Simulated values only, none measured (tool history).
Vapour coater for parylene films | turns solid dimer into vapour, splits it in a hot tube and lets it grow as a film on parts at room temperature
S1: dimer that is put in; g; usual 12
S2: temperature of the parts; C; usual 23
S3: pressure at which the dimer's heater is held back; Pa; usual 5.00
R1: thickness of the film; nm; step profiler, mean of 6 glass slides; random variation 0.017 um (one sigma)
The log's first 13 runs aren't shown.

run,hour,S1,S2,S3,R1
14,457.3,12,23,5.00,1930
15,491.7,12,23,5.00,1950
# hour 504.7: trap's valve overhauled, once more
16,535.9,12,23,5.00,2400
17,579.3,12,23,5.00,2410
18,598.2,12,23,5.00,2400
19,622.2,12,23,5.00,2380
20,644.1,12,23,5.00,2360
21,666.5,12,23,5.00,2350
22,694.0,12,34,5.00,1740
23,724.2,12,34,5.00,1730
24,757.3,7,20,5.00,1470
25,784.3,10,21,5.00,2070
# hour 804.3: table's thermometer calibrated
26,806.2,14,16,9.86,2970
27,838.1,7,26,2.13,1250
28,878.4,12,30,5.00,1820
29,908.4,12,30,5.00,1790
30,942.7,8,30,5.00,1210
31,963.3,8,28,5.79,1250

The next listed run, before its measurement:
32,1002.0,12,25,3.94,?

{"run 32": {"R1": 2100}}
Without the tool's hidden state the same run would have given R1 2260 nm.
